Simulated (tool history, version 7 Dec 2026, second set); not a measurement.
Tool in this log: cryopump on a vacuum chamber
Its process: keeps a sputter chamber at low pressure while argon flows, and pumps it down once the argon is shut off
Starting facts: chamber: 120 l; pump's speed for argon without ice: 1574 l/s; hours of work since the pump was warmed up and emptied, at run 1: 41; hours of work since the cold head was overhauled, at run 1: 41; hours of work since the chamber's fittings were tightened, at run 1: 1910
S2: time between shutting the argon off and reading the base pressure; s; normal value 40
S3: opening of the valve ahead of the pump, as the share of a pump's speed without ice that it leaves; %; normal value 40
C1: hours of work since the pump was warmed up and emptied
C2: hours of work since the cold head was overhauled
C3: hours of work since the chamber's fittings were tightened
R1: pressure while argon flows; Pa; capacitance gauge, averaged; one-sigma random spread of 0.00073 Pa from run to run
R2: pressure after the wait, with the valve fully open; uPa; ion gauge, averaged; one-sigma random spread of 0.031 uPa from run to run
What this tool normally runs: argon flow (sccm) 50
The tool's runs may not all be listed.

run 1 hour=0.0 | argon_flow_(sccm)=50 S2=40 S3=40 | C1=41 C2=41 C3=1910 | R1=0.1353 R2=2.17
run 2 hour=11.6 | argon_flow_(sccm)=50 S2=20 S3=40 | C1=48 C2=48 C3=1917 | R1=0.1350 R2=3.56
run 3 hour=22.1 | argon_flow_(sccm)=50 S2=109 S3=40 | C1=55 C2=55 C3=1924 | R1=0.1360 R2=1.31
run 4 hour=34.4 | argon_flow_(sccm)=50 S2=109 S3=40 | C1=63 C2=63 C3=1931 | R1=0.1363 R2=1.28
run 5 hour=53.8 | argon_flow_(sccm)=79 S2=40 S3=40 | C1=75 C2=75 C3=1944 | R1=0.2158 R2=2.13
run 6 hour=64.0 | argon_flow_(sccm)=79 S2=40 S3=40 | C1=81 C2=81 C3=1950 | R1=0.2164 R2=2.21
run 7 hour=74.7 | argon_flow_(sccm)=79 S2=40 S3=40 | C1=88 C2=88 C3=1957 | R1=0.2160 R2=2.11
run 8 hour=90.3 | argon_flow_(sccm)=79 S2=40 S3=40 | C1=98 C2=98 C3=1967 | R1=0.2156 R2=2.20
run 9 hour=112.9 | argon_flow_(sccm)=50 S2=40 S3=40 | C1=113 C2=113 C3=1982 | R1=0.1388 R2=2.16
run 10 hour=129.1 | argon_flow_(sccm)=50 S2=40 S3=40 | C1=123 C2=123 C3=1992 | R1=0.1390 R2=2.25
run 11 hour=141.5 | argon_flow_(sccm)=50 S2=250 S3=40 | C1=131 C2=131 C3=2000 | R1=0.1378 R2=1.01
run 12 hour=160.6 | argon_flow_(sccm)=50 S2=250 S3=40 | C1=143 C2=143 C3=2012 | R1=0.1377 R2=1.03
run 13 hour=182.1 | argon_flow_(sccm)=50 S2=250 S3=40 | C1=157 C2=157 C3=2026 | R1=0.1378 R2=1.07
run 14 hour=201.2 | argon_flow_(sccm)=50 S2=250 S3=40 | C1=169 C2=169 C3=2038 | R1=0.1384 R2=1.03
run 15 hour=215.5 | argon_flow_(sccm)=50 S2=40 S3=40 | C1=178 C2=178 C3=2047 | R1=0.1369 R2=2.19
run 16 hour=233.4 | argon_flow_(sccm)=50 S2=34 S3=40 | C1=189 C2=189 C3=2058 | R1=0.1399 R2=2.52
run 17 hour=253.5 | argon_flow_(sccm)=50 S2=34 S3=40 | C1=202 C2=202 C3=2071 | R1=0.1386 R2=2.47
run 18 hour=272.2 | argon_flow_(sccm)=58 S2=34 S3=40 | C1=214 C2=214 C3=2083 | R1=0.1606 R2=2.53
run 19 hour=287.5 | argon_flow_(sccm)=66 S2=40 S3=51 | C1=224 C2=224 C3=2093 | R1=0.1457 R2=2.29
run 20 hour=301.8 | argon_flow_(sccm)=75 S2=40 S3=55 | C1=233 C2=233 C3=2102 | R1=0.1559 R2=2.23
run 21 hour=311.8 | argon_flow_(sccm)=75 S2=40 S3=55 | C1=239 C2=239 C3=2108 | R1=0.1553 R2=2.23
run 22 hour=327.5 | argon_flow_(sccm)=24 S2=30 S3=55 | C1=249 C2=249 C3=2118 | R1=0.0500 R2=2.71
run 23 hour=345.2 | argon_flow_(sccm)=24 S2=68 S3=22 | C1=261 C2=261 C3=2129 | R1=0.1196 R2=1.78
run 24 hour=363.3 | argon_flow_(sccm)=24 S2=35 S3=40 | C1=272 C2=272 C3=2141 | R1=0.0679 R2=2.50
run 25 hour=377.1 | argon_flow_(sccm)=21 S2=39 S3=35 | C1=281 C2=281 C3=2150 | R1=0.0671 R2=2.31
run 26 hour=398.2 | argon_flow_(sccm)=50 S2=63 S3=40 | C1=294 C2=294 C3=2163 | R1=0.1410 R2=1.81
run 27 hour=421.1 | argon_flow_(sccm)=50 S2=27 S3=40 | C1=309 C2=309 C3=2178 | R1=0.1418 R2=3.00
run 28 hour=439.3 | argon_flow_(sccm)=26 S2=36 S3=23 | C1=321 C2=321 C3=2189 | R1=0.1248 R2=2.43
run 29 hour=451.4 | argon_flow_(sccm)=26 S2=72 S3=19 | C1=328 C2=328 C3=2197 | R1=0.1498 R2=1.68
run 30 hour=460.8 | argon_flow_(sccm)=44 S2=72 S3=36 | C1=334 C2=334 C3=2203 | R1=0.1372 R2=1.78
run 31 hour=476.5 | argon_flow_(sccm)=50 S2=293 S3=40 | C1=344 C2=344 C3=2213 | R1=0.1423 R2=1.16
run 32 hour=495.7 | argon_flow_(sccm)=50 S2=293 S3=40 | C1=357 C2=357 C3=2225 | R1=0.1422 R2=1.12
run 33 hour=511.9 | argon_flow_(sccm)=33 S2=116 S3=19 | C1=367 C2=367 C3=2236 | R1=0.1913 R2=1.49
run 34 hour=530.0 | argon_flow_(sccm)=49 S2=136 S3=40 | C1=378 C2=378 C3=2247 | R1=0.1397 R2=1.40

Forecast each of these 4 alternatives for the next run:
run A hour=547.2 | argon_flow_(sccm)=49 S2=136 S3=20 | C1=389 C2=389 C3=2258 | R1=? R2=?
run B hour=547.2 | argon_flow_(sccm)=37 S2=136 S3=20 | C1=389 C2=389 C3=2258 | R1=? R2=?
run C hour=547.2 | argon_flow_(sccm)=56 S2=119 S3=40 | C1=389 C2=389 C3=2258 | R1=? R2=?
run D hour=547.2 | argon_flow_(sccm)=68 S2=23 S3=40 | C1=389 C2=389 C3=2258 | R1=? R2=?

run=A R1=0.2713 R2=1.38
run=B R1=0.2057 R2=1.39
run=C R1=0.1602 R2=1.41
run=D R1=0.1944 R2=3.49
Without the tool's hidden state the same runs would have given:
run=A R1=0.2624 R2=0.60
run=B R1=0.1989 R2=0.60
run=C R1=0.1501 R2=0.65
run=D R1=0.1821 R2=2.70

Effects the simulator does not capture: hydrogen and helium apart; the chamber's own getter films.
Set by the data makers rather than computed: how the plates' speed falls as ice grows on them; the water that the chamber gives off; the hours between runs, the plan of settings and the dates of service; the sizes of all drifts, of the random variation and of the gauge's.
